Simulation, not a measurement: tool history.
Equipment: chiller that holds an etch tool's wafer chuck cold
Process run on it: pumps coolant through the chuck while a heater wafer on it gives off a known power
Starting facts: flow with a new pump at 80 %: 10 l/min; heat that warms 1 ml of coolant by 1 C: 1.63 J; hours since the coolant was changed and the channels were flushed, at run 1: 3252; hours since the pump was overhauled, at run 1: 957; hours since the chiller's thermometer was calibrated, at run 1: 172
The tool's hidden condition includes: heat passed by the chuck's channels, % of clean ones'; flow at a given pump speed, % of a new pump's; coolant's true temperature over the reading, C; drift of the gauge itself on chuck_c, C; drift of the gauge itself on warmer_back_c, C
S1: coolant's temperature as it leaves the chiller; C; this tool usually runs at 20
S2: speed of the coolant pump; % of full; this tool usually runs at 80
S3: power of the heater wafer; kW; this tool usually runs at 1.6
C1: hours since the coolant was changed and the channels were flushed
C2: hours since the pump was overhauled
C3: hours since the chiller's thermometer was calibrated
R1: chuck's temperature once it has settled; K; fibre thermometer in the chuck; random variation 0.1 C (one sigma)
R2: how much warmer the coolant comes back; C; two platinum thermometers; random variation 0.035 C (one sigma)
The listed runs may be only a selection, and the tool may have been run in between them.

| run | hour | S1 | S2 | S3 | C1 | C2 | C3 | R1 | R2 |
|---|---|---|---|---|---|---|---|---|---|
| 1 | 0 | 20 | 80 | 1.6 | 3252 | 957 | 172 | 306.75 | 5.97 |
| 2 | 19.6 | 20 | 80 | 1.6 | 3271 | 976 | 192 | 306.75 | 5.92 |
| 3 | 36.6 | 20 | 80 | 1.6 | 3288 | 993 | 209 | 306.65 | 5.93 |
| 4 | 71.1 | 20 | 80 | 1.6 | 3323 | 1028 | 243 | 306.65 | 6.08 |
| 5 | 95.2 | 20 | 80 | 1.6 | 3347 | 1052 | 267 | 306.95 | 6 |
| 6 | 119 | 27 | 80 | 1.6 | 3371 | 1076 | 291 | 313.65 | 5.99 |
| 7 | 142.1 | 20 | 80 | 1.6 | 3394 | 1099 | 314 | 306.75 | 6.05 |
| 8 | 178.4 | 22 | 80 | 1.6 | 3430 | 1135 | 351 | 308.75 | 6.02 |
| 9 | 215.8 | 22 | 80 | 1.6 | 3468 | 1173 | 388 | 308.75 | 6.07 |
| 10 | 247.4 | 22 | 80 | 1.6 | 3499 | 1204 | 420 | 308.65 | 6.05 |
| 11 | 284.7 | 22 | 80 | 1.6 | 3536 | 1241 | 457 | 308.75 | 6.04 |
| 12 | 322.2 | 20 | 80 | 1.6 | 3574 | 1279 | 494 | 306.65 | 6 |
| 13 | 350.7 | 20 | 80 | 1.933 | 3602 | 1307 | 523 | 309.55 | 7.23 |
| 14 | 366.5 | 20 | 80 | 1.933 | 3618 | 1323 | 539 | 309.75 | 7.31 |
| 15 | 387.4 | 17 | 80 | 1.6 | 3639 | 1344 | 560 | 303.95 | 6.01 |
| 16 | 405.3 | 20 | 69 | 1.6 | 3657 | 1362 | 577 | 308.85 | 7.04 |
| 17 | 435.6 | 25 | 80 | 1.6 | 3687 | 1392 | 608 | 311.85 | 6.04 |
| 18 | 471 | 15 | 81 | 1.6 | 3723 | 1428 | 643 | 301.75 | 5.92 |
| 19 | 487.9 | 15 | 81 | 1.6 | 3740 | 1445 | 660 | 301.85 | 5.96 |
| 20 | 513.5 | 12 | 80 | 1.728 | 3765 | 1470 | 686 | 299.95 | 6.54 |
| 21 | 542.7 | 12 | 80 | 1.728 | 3794 | 1499 | 715 | 300.05 | 6.47 |
| 22 | 562.8 | 12 | 80 | 1.728 | 3815 | 1520 | 735 | 299.95 | 6.54 |
| 23 | 598.6 | 12 | 78 | 1.728 | 3850 | 1555 | 771 | 300.45 | 6.78 |
| 24 | 634.8 | 12 | 82 | 1.159 | 3886 | 1591 | 807 | 294.85 | 4.27 |
| 25 | 655.1 | 21 | 80 | 2.143 | 3907 | 1612 | 827 | 312.65 | 8.04 |
| 26 | 675.4 | 21 | 80 | 1.33 | 3927 | 1632 | 848 | 305.45 | 5.11 |
| 27 | 708.5 | 29 | 80 | 1.6 | 3960 | 1665 | 881 | 315.95 | 6.08 |
| 28 | 745.1 | 18 | 80 | 0.858 | 3997 | 1702 | 917 | 298.65 | 3.22 |
| 29 | 769 | 18 | 80 | 0.858 | 4021 | 1726 | 941 | 298.55 | 3.25 |
| 30 | 800.8 | 18 | 80 | 0.858 | 4053 | 1758 | 973 | 298.55 | 3.24 |
| 31 | 835.7 | 20 | 61 | 1.862 | 4087 | 1792 | 1008 | 314.05 | 9.53 |
| 32 | 851.9 | 20 | 67 | 1.6 | 4104 | 1809 | 1024 | 309.45 | 7.39 |
| 33 | 877.4 | 20 | 62 | 1.6 | 4129 | 1834 | 1050 | 311.05 | 8.11 |

Forecast each of these 3 alternatives for the next run:
| A | 906.6 | 20 | 68 | 1.6 | 4158 | 1863 | 1079 | ? | ? |
| B | 906.6 | 20 | 80 | 1.251 | 4158 | 1863 | 1079 | ? | ? |
| C | 906.6 | 14 | 60 | 1.182 | 4158 | 1863 | 1079 | ? | ? |

| run | R1 | R2 |
|---|---|---|
| A | 309.35 | 7.28 |
| B | 303.85 | 4.71 |
| C | 300.75 | 6.16 |
What these runs would have given with no unlogged condition in the tool:
| run | R1 | R2 |
|---|---|---|
| A | 307.75 | 7.06 |
| B | 302.85 | 4.57 |
| C | 299.45 | 5.97 |
